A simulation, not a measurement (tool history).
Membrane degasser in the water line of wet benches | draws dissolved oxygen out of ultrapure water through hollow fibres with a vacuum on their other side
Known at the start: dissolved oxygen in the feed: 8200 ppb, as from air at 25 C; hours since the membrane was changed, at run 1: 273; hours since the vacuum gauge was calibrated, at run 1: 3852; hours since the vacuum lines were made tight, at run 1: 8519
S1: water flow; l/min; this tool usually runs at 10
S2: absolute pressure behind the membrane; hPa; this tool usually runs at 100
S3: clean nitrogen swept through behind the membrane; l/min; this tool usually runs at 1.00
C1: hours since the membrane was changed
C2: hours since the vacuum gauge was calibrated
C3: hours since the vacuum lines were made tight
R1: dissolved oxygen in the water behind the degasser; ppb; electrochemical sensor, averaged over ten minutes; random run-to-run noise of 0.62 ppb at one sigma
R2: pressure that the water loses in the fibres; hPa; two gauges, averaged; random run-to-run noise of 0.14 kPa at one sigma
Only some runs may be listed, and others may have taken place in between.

Run 1, day 0.000: usual settings; C1 273; C2 3852; C3 8519. Result: R1 169.2 ppb, R2 491.4 hPa.
Run 2, day 0.967: usual settings; C1 296; C2 3875; C3 8542. Result: R1 169.9 ppb, R2 488.2 hPa.
Run 3, day 2.471: usual settings but S2 85 hPa; C1 332; C2 3911; C3 8578. Result: R1 133.6 ppb, R2 490.3 hPa.
Run 4, day 4.188: usual settings but S2 85 hPa; C1 374; C2 3953; C3 8619. Result: R1 133.5 ppb, R2 489.1 hPa.
Run 5, day 6.067: usual settings but S2 85 hPa; C1 419; C2 3998; C3 8664. Result: R1 134.6 ppb, R2 490.4 hPa.
Run 6, day 7.275: usual settings but S2 85 hPa; C1 448; C2 4027; C3 8693. Result: R1 134.1 ppb, R2 487.4 hPa.
Run 7, day 8.500: usual settings; C1 477; C2 4056; C3 8723. Result: R1 169.3 ppb, R2 488.8 hPa.
At day 8.662: vacuum gauge calibrated.
Run 8, day 9.596: usual settings; C1 503; C2 22; C3 8749. Result: R1 168.6 ppb, R2 488.8 hPa.
Run 9, day 10.958: usual settings but S1 9 l/min; C1 536; C2 55; C3 8781. Result: R1 153.0 ppb, R2 441.1 hPa.
Run 10, day 12.862: usual settings but S1 9 l/min; C1 581; C2 101; C3 8827. Result: R1 153.3 ppb, R2 442.0 hPa.
Run 11, day 14.092: usual settings but S1 9 l/min; C1 611; C2 130; C3 8856. Result: R1 152.8 ppb, R2 439.5 hPa.
Run 12, day 15.158: usual settings but S1 9 l/min; C1 636; C2 156; C3 8882. Result: R1 152.8 ppb, R2 440.3 hPa.
Run 13, day 16.004: usual settings but S2 183 hPa; C1 657; C2 176; C3 8902. Result: R1 362.2 ppb, R2 489.4 hPa.
Run 14, day 17.850: usual settings but S1 9 l/min, S3 0.52 l/min; C1 701; C2 220; C3 8947. Result: R1 273.0 ppb, R2 439.3 hPa.
Run 15, day 19.375: usual settings but S1 9 l/min, S3 0.52 l/min; C1 738; C2 257; C3 8983. Result: R1 271.6 ppb, R2 438.2 hPa.
Run 16, day 20.521: usual settings but S1 8 l/min, S2 133 hPa, S3 1.30 l/min; C1 765; C2 285; C3 9011. Result: R1 160.7 ppb, R2 392.9 hPa.
Run 17, day 22.367: usual settings but S1 8 l/min, S2 133 hPa, S3 1.30 l/min; C1 809; C2 329; C3 9055. Result: R1 159.1 ppb, R2 390.8 hPa.
Run 18, day 24.271: usual settings but S1 9 l/min, S2 113 hPa, S3 1.30 l/min; C1 855; C2 375; C3 9101. Result: R1 144.0 ppb, R2 441.2 hPa.
Run 19, day 25.225: usual settings but S1 7 l/min, S2 113 hPa, S3 1.09 l/min; C1 878; C2 398; C3 9124. Result: R1 135.4 ppb, R2 342.2 hPa.
Run 20, day 26.804: usual settings but S1 7 l/min, S2 71 hPa, S3 2.05 l/min; C1 916; C2 435; C3 9162. Result: R1 36.4 ppb, R2 342.2 hPa.
Run 21, day 28.550: usual settings but S1 6 l/min, S2 215 hPa, S3 2.07 l/min; C1 958; C2 477; C3 9203. Result: R1 144.4 ppb, R2 291.9 hPa.
Run 22, day 30.208: usual settings but S1 6 l/min, S2 215 hPa, S3 2.07 l/min; C1 998; C2 517; C3 9243. Result: R1 143.8 ppb, R2 292.9 hPa.
Run 23, day 31.938: usual settings but S2 211 hPa; C1 1039; C2 559; C3 9285. Result: R1 428.9 ppb, R2 489.4 hPa.
Run 24, day 33.629: usual settings but S2 211 hPa; C1 1080; C2 599; C3 9325. Result: R1 429.3 ppb, R2 490.3 hPa.
Run 25, day 35.242: usual settings but S2 211 hPa; C1 1118; C2 638; C3 9364. Result: R1 429.9 ppb, R2 488.9 hPa.

Predict each of these 5 candidate next runs independently; none follows another, all start after run 25:
Run A, day 36.988: usual settings but S2 87 hPa; C1 1160; C2 680; C3 9406. Result: R1 ?, R2 ?.
Run B, day 36.988: usual settings but S1 9 l/min, S3 1.27 l/min; C1 1160; C2 680; C3 9406. Result: R1 ?, R2 ?.
Run C, day 36.988: usual settings but S2 144 hPa; C1 1160; C2 680; C3 9406. Result: R1 ?, R2 ?.
Run D, day 36.988: usual settings but S1 14 l/min, S2 60 hPa, S3 2.24 l/min; C1 1160; C2 680; C3 9406. Result: R1 ?, R2 ?.
Run E, day 36.988: usual settings but S1 11 l/min, S3 1.08 l/min; C1 1160; C2 680; C3 9406. Result: R1 ?, R2 ?.

run     R1     R2
  A  138.1  488.4
  B  123.9  440.0
  C  274.6  486.5
  D   56.0  682.0
  E  172.9  536.9
Without the tool's unlogged condition, the same runs would have read:
run     R1     R2
  A  130.3  486.9
  B  115.9  438.7
  C  260.5  485.0
  D   53.1  679.9
  E  164.3  535.3
